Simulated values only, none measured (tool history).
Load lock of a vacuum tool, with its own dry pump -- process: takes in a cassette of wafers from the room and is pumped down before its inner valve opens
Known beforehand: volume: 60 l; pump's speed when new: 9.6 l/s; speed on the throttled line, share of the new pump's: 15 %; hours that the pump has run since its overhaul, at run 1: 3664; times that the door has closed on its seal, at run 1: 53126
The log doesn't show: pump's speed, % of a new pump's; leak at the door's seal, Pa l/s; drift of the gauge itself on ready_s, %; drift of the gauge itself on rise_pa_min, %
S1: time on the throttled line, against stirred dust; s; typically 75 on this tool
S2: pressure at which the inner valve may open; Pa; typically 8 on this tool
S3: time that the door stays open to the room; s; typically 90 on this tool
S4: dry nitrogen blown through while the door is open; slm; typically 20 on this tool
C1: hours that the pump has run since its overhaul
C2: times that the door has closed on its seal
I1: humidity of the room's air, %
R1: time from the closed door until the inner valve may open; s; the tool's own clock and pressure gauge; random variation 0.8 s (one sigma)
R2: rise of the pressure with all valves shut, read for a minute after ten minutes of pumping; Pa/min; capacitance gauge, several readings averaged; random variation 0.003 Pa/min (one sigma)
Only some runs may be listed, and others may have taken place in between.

Run 1, hour 0: usual settings; C1 3664; C2 53126; I1 49.6. Result: R1 125.4 s, R2 0.325 Pa/min.
Run 2, hour 122.2: usual settings but S2 6 Pa; C1 3786; C2 53673; I1 42.4. Result: R1 129.6 s, R2 0.325 Pa/min.
Run 3, hour 252.3: usual settings but S2 6 Pa; C1 3916; C2 54256; I1 49. Result: R1 128.7 s, R2 0.338 Pa/min.
Run 4, hour 345.3: usual settings; C1 4009; C2 54672; I1 46.3. Result: R1 126.8 s, R2 0.335 Pa/min.
At hour 365.9: door's seal changed, seat wiped.
Run 5, hour 440.6: usual settings; C1 4103; C2 334; I1 46. Result: R1 126.9 s, R2 0.023 Pa/min.
Run 6, hour 553.3: usual settings; C1 4215; C2 839; I1 45.8. Result: R1 127.4 s, R2 0.025 Pa/min.
Run 7, hour 632.2: usual settings; C1 4294; C2 1193; I1 45.8. Result: R1 125.9 s, R2 0.027 Pa/min.
Run 8, hour 712.1: usual settings; C1 4374; C2 1550; I1 47.4. Result: R1 127.6 s, R2 0.027 Pa/min.
Run 9, hour 846.2: usual settings but S1 66 s; C1 4508; C2 2151; I1 43.5. Result: R1 118.1 s, R2 0.033 Pa/min.
Run 10, hour 911.6: usual settings but S4 19 slm; C1 4574; C2 2444; I1 44.9. Result: R1 127.1 s, R2 0.033 Pa/min.
Run 11, hour 1035.6: usual settings but S4 19 slm; C1 4698; C2 2999; I1 46.4. Result: R1 126.4 s, R2 0.031 Pa/min.
Run 12, hour 1156.2: usual settings but S4 19 slm; C1 4818; C2 3539; I1 46.8. Result: R1 127.2 s, R2 0.033 Pa/min.
Run 13, hour 1286.8: usual settings but S4 19 slm; C1 4949; C2 4124; I1 44.6. Result: R1 127.7 s, R2 0.039 Pa/min.
Run 14, hour 1356.5: usual settings but S4 19 slm; C1 5019; C2 4436; I1 43.9. Result: R1 126.8 s, R2 0.031 Pa/min.
Run 15, hour 1473.7: usual settings but S1 111 s, S4 19 slm; C1 5136; C2 4961; I1 45.3. Result: R1 158.1 s, R2 0.035 Pa/min.
Run 16, hour 1568.5: usual settings but S2 9 Pa; C1 5231; C2 5385; I1 44.4. Result: R1 126.7 s, R2 0.041 Pa/min.
Run 17, hour 1639.5: usual settings; C1 5302; C2 5703; I1 43.7. Result: R1 128.9 s, R2 0.037 Pa/min.
Run 18, hour 1758.8: usual settings; C1 5421; C2 6238; I1 45.7. Result: R1 126.5 s, R2 0.042 Pa/min.
Run 19, hour 1871.9: usual settings; C1 5534; C2 6744; I1 43.5. Result: R1 127.4 s, R2 0.036 Pa/min.
Run 20, hour 2006.7: usual settings; C1 5669; C2 7347; I1 42.2. Result: R1 127.4 s, R2 0.044 Pa/min.
Run 21, hour 2113.4: usual settings but S2 6 Pa, S4 35 slm; C1 5775; C2 7826; I1 46.8. Result: R1 129.5 s, R2 0.033 Pa/min.
Run 22, hour 2264.9: usual settings but S2 6 Pa, S4 35 slm; C1 5927; C2 8504; I1 44.3. Result: R1 129.3 s, R2 0.034 Pa/min.
Run 23, hour 2357.8: usual settings but S2 6 Pa, S4 35 slm; C1 6020; C2 8920; I1 42.8. Result: R1 130.2 s, R2 0.035 Pa/min.
Run 24, hour 2488.5: usual settings but S2 6 Pa, S4 35 slm; C1 6151; C2 9505; I1 45.2. Result: R1 130.1 s, R2 0.042 Pa/min.
Run 25, hour 2627.7: usual settings but S2 15 Pa, S3 84 s, S4 36 slm; C1 6290; C2 10128; I1 45. Result: R1 123.2 s, R2 0.035 Pa/min.
Run 26, hour 2699.9: usual settings but S1 61 s, S3 47 s; C1 6362; C2 10452; I1 42.1. Result: R1 115.7 s, R2 0.049 Pa/min.
Run 27, hour 2823.6: usual settings but S1 46 s, S2 13 Pa, S3 75 s, S4 7 slm; C1 6486; C2 11006; I1 43.2. Result: R1 100.6 s, R2 0.067 Pa/min.
Run 28, hour 2938.9: usual settings but S1 46 s, S2 13 Pa, S3 75 s, S4 7 slm; C1 6601; C2 11522; I1 45.3. Result: R1 101.6 s, R2 0.076 Pa/min.
Run 29, hour 3065.9: usual settings but S1 64 s, S2 15 Pa, S3 37 s, S4 17 slm; C1 6728; C2 12091; I1 43.3. Result: R1 114.5 s, R2 0.05 Pa/min.
Run 30, hour 3168.4: usual settings but S1 40 s; C1 6830; C2 12550; I1 45.1. Result: R1 98.8 s, R2 0.054 Pa/min.
Run 31, hour 3260.8: usual settings but S1 41 s, S2 7 Pa, S3 175 s, S4 7 slm; C1 6923; C2 12964; I1 45.9. Result: R1 100.5 s, R2 0.1 Pa/min.
Run 32, hour 3324.2: usual settings but S1 41 s, S2 7 Pa, S3 175 s, S4 7 slm; C1 6986; C2 13248; I1 45.6. Result: R1 102.1 s, R2 0.1 Pa/min.
Run 33, hour 3400.9: usual settings but S1 125 s, S3 25 s; C1 7063; C2 13591; I1 42.8. Result: R1 170.2 s, R2 0.049 Pa/min.
Run 34, hour 3539.1: usual settings but S1 125 s, S2 14 Pa, S3 35 s; C1 7201; C2 14210; I1 43.8. Result: R1 165.8 s, R2 0.062 Pa/min.
Run 35, hour 3687.2: usual settings but S1 119 s, S4 5 slm; C1 7349; C2 14873; I1 45.5. Result: R1 164.1 s, R2 0.094 Pa/min.
Run 36, hour 3818.3: usual settings but S2 11 Pa, S3 30 s, S4 7 slm; C1 7480; C2 15460; I1 43.6. Result: R1 126.4 s, R2 0.069 Pa/min.
Run 37, hour 3959.3: usual settings but S4 14 slm; C1 7621; C2 16092; I1 47.6. Result: R1 128.9 s, R2 0.079 Pa/min.
Run 38, hour 4103.4: usual settings but S1 55 s, S2 12 Pa, S4 15 slm; C1 7765; C2 16737; I1 42.9. Result: R1 110.5 s, R2 0.079 Pa/min.

Across each entry between runs, compare the hidden state at the last listed run before it with the hidden state at the first listed run after it:
Run 4 -> run 5: door's seal changed, seat wiped (hour 365.9)
  pump's speed, % of a new pump's: 93.1 -> 93; leak at the door's seal, Pa l/s: 0.3176 -> 0.0036
  measured result minus the result with no hidden state, R1: +3.6 -> +3.7 s; R2: +0.313 -> +0.002 Pa/min

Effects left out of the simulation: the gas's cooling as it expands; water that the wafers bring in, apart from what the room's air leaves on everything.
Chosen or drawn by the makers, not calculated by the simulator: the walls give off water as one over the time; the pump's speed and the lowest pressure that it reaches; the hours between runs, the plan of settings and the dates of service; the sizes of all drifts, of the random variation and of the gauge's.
